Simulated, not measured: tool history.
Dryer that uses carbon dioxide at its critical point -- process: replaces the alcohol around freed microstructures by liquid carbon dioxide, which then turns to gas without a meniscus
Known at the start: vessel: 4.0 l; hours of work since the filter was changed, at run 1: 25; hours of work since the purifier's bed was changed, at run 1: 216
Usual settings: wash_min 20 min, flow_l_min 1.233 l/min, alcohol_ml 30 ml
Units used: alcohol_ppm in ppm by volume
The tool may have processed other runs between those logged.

run,hour,wash_min,flow_l_min,alcohol_ml,hours of work since the filter was changed,hours of work since the purifier's bed was changed,alcohol_ppm
1,0,20,1.233,30,25,216,116
2,7.5,20,1.233,30,29,221,110
3,19.2,20,0.8,30,36,228,494
4,29.8,20,0.85,30,43,234,408
5,38,20,0.85,30,48,239,420
6,44.8,20,0.85,30,52,243,419
7,53.4,20,0.85,30,57,248,436
8,65.5,20,0.85,30,64,256,422
9,77.8,20,1.233,61,72,263,223
10,84,20,1.233,61,75,267,224
11,92.2,20,1.233,61,80,272,231
12,104.2,20,1.233,61,88,279,227
13,114,20,1.233,61,93,285,235
14,124.3,20,1.233,61,100,291,226
15,136.7,19,1.25,43,107,298,202
16,142.9,24,1.47,92,111,302,75
17,150.8,20,1.11,31,116,307,185

Here are 4 independent what-if runs from the current tool condition. What would each one return?
A,159.7,20,1.11,70,121,312,?
B,159.7,16,1.78,110,121,312,?
C,159.7,20,1.22,31,121,312,?
D,159.7,18,0.88,31,121,312,?

run,alcohol_ppm
A,412
B,193
C,135
D,557
What these runs would have given with no unlogged condition in the tool:
run,alcohol_ppm
A,338
B,143
C,100
D,485

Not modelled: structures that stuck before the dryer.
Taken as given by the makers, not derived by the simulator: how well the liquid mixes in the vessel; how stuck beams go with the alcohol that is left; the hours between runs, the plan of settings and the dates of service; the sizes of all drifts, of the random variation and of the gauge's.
